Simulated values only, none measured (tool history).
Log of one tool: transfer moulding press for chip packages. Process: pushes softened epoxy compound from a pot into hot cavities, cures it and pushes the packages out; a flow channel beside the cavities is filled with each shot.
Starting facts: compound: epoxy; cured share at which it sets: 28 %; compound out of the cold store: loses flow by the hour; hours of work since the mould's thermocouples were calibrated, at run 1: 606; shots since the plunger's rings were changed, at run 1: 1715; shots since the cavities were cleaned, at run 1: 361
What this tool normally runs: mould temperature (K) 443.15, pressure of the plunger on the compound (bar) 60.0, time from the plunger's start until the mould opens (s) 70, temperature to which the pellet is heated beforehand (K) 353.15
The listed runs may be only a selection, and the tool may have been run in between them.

| run | hour | mould temperature (K) | pressure of the plunger on the compound (bar) | time from the plunger's start until the mould opens (s) | temperature to which the pellet is heated beforehand (K) | hours of work since the mould's thermocouples were calibrated | shots since the plunger's rings were changed | shots since the cavities were cleaned | incoming compound's hours out of the cold store | length that the compound runs in the flow channel (mm) | greatest force on the pins that push the packages out (N) |
|---|---|---|---|---|---|---|---|---|---|---|---|
| 1 | 0.0 | 443.15 | 60.0 | 70 | 353.15 | 606 | 1715 | 361 | 14.8 | 550 | 475 |
|  | 40.7 | cavities cleaned with cleaning compound and waxed |
| 2 | 72.1 | 443.15 | 60.0 | 70 | 353.15 | 658 | 3123 | 627 | 42.7 | 481 | 574 |
|  | 101.0 | cavities cleaned with cleaning compound and waxed |
| 3 | 146.3 | 443.15 | 60.0 | 70 | 353.15 | 712 | 4573 | 904 | 42.0 | 476 | 491 |
|  | 163.0 | plunger's sealing rings changed |
|  | 164.5 | cavities cleaned with cleaning compound and waxed |
| 4 | 213.1 | 443.15 | 60.0 | 70 | 353.15 | 759 | 968 | 968 | 27.6 | 528 | 532 |
|  | 220.9 | cavities cleaned with cleaning compound and waxed |
|  | 282.6 | cavities cleaned with cleaning compound and waxed |
| 5 | 283.3 | 443.15 | 60.0 | 70 | 353.15 | 808 | 2309 | 14 | 34.9 | 502 | 382 |
|  | 310.3 | mould's thermocouples calibrated |
|  | 343.1 | cavities cleaned with cleaning compound and waxed |
| 6 | 350.0 | 443.15 | 60.0 | 70 | 353.15 | 28 | 3570 | 139 | 21.5 | 521 | 456 |
|  | 401.2 | cavities cleaned with cleaning compound and waxed |
|  | 409.9 | cavities cleaned with cleaning compound and waxed, once more |
|  | 423.5 | plunger's sealing rings changed |
| 7 | 423.5 | 443.15 | 60.0 | 70 | 353.15 | 79 | 0 | 222 | 14.8 | 566 | 482 |
|  | 468.8 | cavities cleaned with cleaning compound and waxed |
| 8 | 483.1 | 443.15 | 60.0 | 90 | 353.15 | 122 | 1158 | 285 | 18.8 | 544 | 335 |
| 9 | 520.8 | 443.15 | 60.0 | 70 | 353.15 | 149 | 1909 | 1036 | 39.2 | 496 | 545 |
|  | 527.2 | cavities cleaned with cleaning compound and waxed |
|  | 584.5 | cavities cleaned with cleaning compound and waxed |
| 10 | 592.4 | 443.15 | 60.0 | 70 | 358.15 | 200 | 3279 | 159 | 17.5 | 532 | 454 |
| 11 | 631.8 | 443.15 | 60.0 | 70 | 353.15 | 229 | 4064 | 944 | 40.6 | 480 | 535 |
|  | 643.0 | cavities cleaned with cleaning compound and waxed |
|  | 678.4 | plunger's sealing rings changed |
| 12 | 678.4 | 443.15 | 60.0 | 70 | 353.15 | 261 | 0 | 655 | 23.6 | 545 | 519 |
|  | 703.8 | cavities cleaned with cleaning compound and waxed |
| 13 | 736.0 | 443.15 | 60.0 | 70 | 353.15 | 302 | 1118 | 642 | 25.8 | 530 | 505 |
|  | 760.1 | cavities cleaned with cleaning compound and waxed |
| 14 | 802.0 | 443.15 | 60.0 | 62 | 353.15 | 350 | 2406 | 837 | 25.6 | 521 | 748 |
|  | 819.3 | cavities cleaned with cleaning compound and waxed |
| 15 | 872.2 | 446.15 | 60.7 | 56 | 348.15 | 401 | 3774 | 1053 | 15.2 | 535 | 893 |
|  | 878.6 | cavities cleaned with cleaning compound and waxed |
| 16 | 926.4 | 447.15 | 60.0 | 83 | 353.15 | 440 | 4825 | 952 | 18.6 | 512 | 380 |
|  | 935.2 | plunger's sealing rings changed |
|  | 940.9 | cavities cleaned with cleaning compound and waxed |
| 17 | 964.0 | 443.15 | 65.5 | 70 | 353.15 | 465 | 545 | 461 | 18.9 | 576 | 480 |
|  | 997.1 | cavities cleaned with cleaning compound and waxed |
| 18 | 1035.6 | 436.15 | 65.5 | 107 | 353.15 | 517 | 1942 | 766 | 20.9 | 574 | 381 |
|  | 1056.9 | cavities cleaned with cleaning compound and waxed |
| 19 | 1074.7 | 440.15 | 56.2 | 76 | 353.15 | 544 | 2692 | 354 | 43.1 | 475 | 464 |
|  | 1113.4 | cavities cleaned with cleaning compound and waxed |
| 20 | 1118.5 | 443.15 | 60.0 | 62 | 349.15 | 576 | 3535 | 101 | 10.0 | 549 | 625 |
|  | 1169.7 | cavities cleaned with cleaning compound and waxed |
|  | 1192.4 | plunger's sealing rings changed |
| 21 | 1201.2 | 443.15 | 49.5 | 70 | 359.15 | 634 | 175 | 578 | 39.7 | 461 | 478 |
|  | 1228.3 | cavities cleaned with cleaning compound and waxed |
| 22 | 1267.0 | 443.15 | 49.5 | 70 | 359.15 | 682 | 1457 | 771 | 33.8 | 464 | 496 |
|  | 1286.8 | cavities cleaned with cleaning compound and waxed |
| 23 | 1311.0 | 438.15 | 60.0 | 51 | 353.15 | 713 | 2304 | 481 | 14.6 | 557 | 1572 |
|  | 1342.9 | cavities cleaned with cleaning compound and waxed |
| 24 | 1380.3 | 447.15 | 55.1 | 70 | 347.15 | 763 | 3657 | 745 | 31.0 | 474 | 447 |
|  | 1400.7 | cavities cleaned with cleaning compound and waxed |
| 25 | 1436.4 | 445.15 | 71.0 | 73 | 362.15 | 804 | 4746 | 712 | 40.5 | 508 | 403 |
|  | 1446.7 | plunger's sealing rings changed |
|  | 1463.5 | cavities cleaned with cleaning compound and waxed |
|  | 1470.7 | mould's thermocouples calibrated |
| 26 | 1508.1 | 443.15 | 60.0 | 104 | 353.15 | 28 | 1154 | 849 | 29.0 | 526 | 377 |
|  | 1522.3 | cavities cleaned with cleaning compound and waxed |
| 27 | 1550.4 | 442.15 | 60.0 | 81 | 348.15 | 58 | 1969 | 561 | 46.7 | 486 | 425 |

Here are 3 independent what-if runs from the current tool condition. What would each one return?
|  | 1582.1 | cavities cleaned with cleaning compound and waxed |
| A | 1610.1 | 443.15 | 60.0 | 70 | 356.15 | 101 | 3128 | 558 | 36.3 | ? | ? |
|  | 1582.1 | cavities cleaned with cleaning compound and waxed |
| B | 1610.1 | 442.15 | 60.0 | 71 | 346.15 | 101 | 3128 | 558 | 44.8 | ? | ? |
|  | 1582.1 | cavities cleaned with cleaning compound and waxed |
| C | 1610.1 | 438.15 | 60.0 | 81 | 348.15 | 101 | 3128 | 558 | 44.7 | ? | ? |

| run | length that the compound runs in the flow channel (mm) | greatest force on the pins that push the packages out (N) |
|---|---|---|
| A | 497 | 502 |
| B | 481 | 545 |
| C | 489 | 519 |
Take away the tool's hidden state, keep each run's random variation, and the runs would have read:
| run | length that the compound runs in the flow channel (mm) | greatest force on the pins that push the packages out (N) |
|---|---|---|
| A | 521 | 401 |
| B | 504 | 436 |
| C | 513 | 415 |

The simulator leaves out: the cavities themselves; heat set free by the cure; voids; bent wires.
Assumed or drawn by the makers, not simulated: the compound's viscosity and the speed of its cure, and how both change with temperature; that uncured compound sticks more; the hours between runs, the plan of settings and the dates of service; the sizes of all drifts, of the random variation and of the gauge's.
